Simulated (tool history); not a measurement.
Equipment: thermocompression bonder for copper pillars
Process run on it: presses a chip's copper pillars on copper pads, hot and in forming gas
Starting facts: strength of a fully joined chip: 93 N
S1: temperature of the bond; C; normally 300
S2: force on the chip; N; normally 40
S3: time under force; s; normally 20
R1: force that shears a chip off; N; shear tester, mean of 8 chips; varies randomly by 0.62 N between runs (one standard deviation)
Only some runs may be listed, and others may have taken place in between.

{"run": 1, "day": 0.0, "S1": 300, "S2": 40, "S3": 20, "R1": 33.2}
{"run": 2, "day": 1.583, "S1": 300, "S2": 40, "S3": 20, "R1": 32.3}
{"run": 3, "day": 2.788, "S1": 300, "S2": 40, "S3": 20, "R1": 32.0}
{"run": 4, "day": 3.675, "S1": 300, "S2": 40, "S3": 20, "R1": 31.9}
{"run": 5, "day": 5.221, "S1": 300, "S2": 40, "S3": 20, "R1": 31.4}
{"run": 6, "day": 6.308, "S1": 280, "S2": 40, "S3": 20, "R1": 23.7}
{"run": 7, "day": 7.654, "S1": 300, "S2": 40, "S3": 20, "R1": 30.6}
{"day": 8.533, "done": "forming gas filter changed"}
{"run": 8, "day": 8.771, "S1": 300, "S2": 40, "S3": 20, "R1": 32.0}
{"run": 9, "day": 9.567, "S1": 300, "S2": 57, "S3": 20, "R1": 38.8}
{"run": 10, "day": 10.421, "S1": 300, "S2": 40, "S3": 20, "R1": 32.4}
{"run": 11, "day": 12.088, "S1": 300, "S2": 40, "S3": 20, "R1": 32.1}
{"day": 12.258, "done": "heater calibrated with a thermocouple chip"}
{"run": 12, "day": 13.2, "S1": 300, "S2": 40, "S3": 20, "R1": 30.9}
{"run": 13, "day": 14.654, "S1": 300, "S2": 40, "S3": 20, "R1": 29.4}
{"run": 14, "day": 15.917, "S1": 300, "S2": 26, "S3": 26, "R1": 25.3}
{"run": 15, "day": 17.4, "S1": 300, "S2": 26, "S3": 26, "R1": 26.0}
{"run": 16, "day": 18.208, "S1": 300, "S2": 53, "S3": 27, "R1": 38.5}
{"run": 17, "day": 19.525, "S1": 300, "S2": 27, "S3": 34, "R1": 28.7}
{"run": 18, "day": 21.004, "S1": 300, "S2": 27, "S3": 34, "R1": 27.7}
{"run": 19, "day": 21.925, "S1": 298, "S2": 28, "S3": 34, "R1": 28.6}
{"day": 22.175, "done": "forming gas filter changed"}
{"day": 22.4, "done": "heater calibrated with a thermocouple chip, once more"}
{"run": 20, "day": 22.858, "S1": 298, "S2": 53, "S3": 59, "R1": 56.9}
{"run": 21, "day": 24.375, "S1": 282, "S2": 45, "S3": 11, "R1": 22.8}
{"run": 22, "day": 25.5, "S1": 314, "S2": 49, "S3": 55, "R1": 63.0}
{"run": 23, "day": 27.133, "S1": 300, "S2": 27, "S3": 20, "R1": 27.8}

Run 24 has not been measured yet. What should we expect?
{"run": 24, "day": 28.246, "S1": 300, "S2": 35, "S3": 20, "R1": "?"}

Run 24 came out at R1 31.5 N.
Had the tool carried no hidden state, the very same run would have given R1 34.3 N.
